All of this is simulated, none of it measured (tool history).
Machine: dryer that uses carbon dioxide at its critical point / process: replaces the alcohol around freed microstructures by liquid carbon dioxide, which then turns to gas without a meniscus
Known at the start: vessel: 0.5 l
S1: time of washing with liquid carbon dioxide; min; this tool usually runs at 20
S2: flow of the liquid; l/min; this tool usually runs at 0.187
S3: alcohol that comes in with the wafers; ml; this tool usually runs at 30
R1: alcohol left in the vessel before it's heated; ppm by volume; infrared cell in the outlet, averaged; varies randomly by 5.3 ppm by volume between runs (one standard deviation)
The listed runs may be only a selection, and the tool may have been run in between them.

| run | day | S1 | S2 | S3 | R1 |
|---|---|---|---|---|---|
| 1 | 0.000 | 20 | 0.187 | 30 | 183 |
| 2 | 2.546 | 20 | 0.187 | 30 | 191 |
| 3 | 3.650 | 20 | 0.187 | 30 | 199 |
| 4 | 5.521 | 20 | 0.187 | 30 | 207 |
|  | 7.150 | inlet filter changed |
| 5 | 7.833 | 20 | 0.187 | 30 | 171 |
| 6 | 9.121 | 20 | 0.187 | 30 | 177 |
| 7 | 11.350 | 32 | 0.187 | 30 | 54 |
| 8 | 13.542 | 20 | 0.187 | 55 | 306 |
| 9 | 14.775 | 20 | 0.187 | 55 | 317 |
| 10 | 17.383 | 16 | 0.187 | 30 | 533 |
| 11 | 18.750 | 20 | 0.256 | 30 | 80 |
| 12 | 19.929 | 20 | 0.256 | 30 | 79 |
| 13 | 22.371 | 20 | 0.187 | 30 | 234 |
|  | 23.975 | inlet filter changed |
| 14 | 24.629 | 18 | 0.187 | 30 | 297 |
| 15 | 27.288 | 18 | 0.187 | 30 | 319 |
| 16 | 28.392 | 18 | 0.187 | 30 | 317 |
| 17 | 30.667 | 17 | 0.140 | 30 | 1384 |
| 18 | 33.079 | 17 | 0.140 | 30 | 1438 |
| 19 | 35.825 | 20 | 0.187 | 30 | 241 |
| 20 | 37.067 | 20 | 0.187 | 30 | 247 |
| 21 | 39.525 | 15 | 0.255 | 30 | 225 |

Forecast run 22:
|  | 40.875 | inlet filter changed |
| 22 | 41.192 | 15 | 0.255 | 30 | ? |

{"run 22": {"R1": 186}}
With no hidden state in the tool, this same run would have given R1 100 ppm by volume.

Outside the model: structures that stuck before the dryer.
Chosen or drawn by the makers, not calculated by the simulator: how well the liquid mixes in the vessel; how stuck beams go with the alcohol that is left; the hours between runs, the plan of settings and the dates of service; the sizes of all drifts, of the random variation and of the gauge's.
